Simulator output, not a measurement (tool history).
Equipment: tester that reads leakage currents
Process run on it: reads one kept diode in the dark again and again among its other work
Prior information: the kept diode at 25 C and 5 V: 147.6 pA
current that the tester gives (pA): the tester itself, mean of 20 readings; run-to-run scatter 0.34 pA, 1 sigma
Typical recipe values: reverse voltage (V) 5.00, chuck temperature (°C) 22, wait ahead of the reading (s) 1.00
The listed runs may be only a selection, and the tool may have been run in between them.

run,hour,reverse voltage (V),chuck temperature (°C),wait ahead of the reading (s),current that the tester gives (pA)
1,0.0,5.00,22,1.00,123.93
2,67.0,5.00,35,1.00,395.12
3,108.5,5.00,35,1.00,395.91
4,163.5,5.00,35,1.00,398.99
5,218.8,5.00,35,2.90,400.08
6,262.1,5.00,35,2.90,400.52
7,316.1,5.00,22,1.68,127.29
8,350.6,5.00,22,1.68,128.24
9,405.9,17.34,22,1.00,210.40
10,476.4,17.34,22,1.00,212.31
11,539.5,4.93,22,0.88,129.25
12,604.7,1.70,28,0.90,149.22
13,683.2,5.00,32,4.33,322.49
14,745.7,5.00,32,4.33,324.50
15,830.6,3.38,21,0.64,105.29
16,876.8,3.38,21,0.64,106.31
17,929.0,3.38,21,0.64,106.82
18,1009.0,7.81,27,0.63,255.10

Here are 4 independent what-if runs from the current tool condition. What would each one return?
A,1065.4,4.87,22,0.39,?
B,1065.4,9.44,27,3.67,?
C,1065.4,7.23,29,0.63,?
D,1065.4,4.22,25,5.43,?

run,current that the tester gives (pA)
A,136.94
B,276.02
C,298.78
D,169.39
With no hidden state in the tool, these same runs would have given:
run,current that the tester gives (pA)
A,111.33
B,225.72
C,245.79
D,138.58
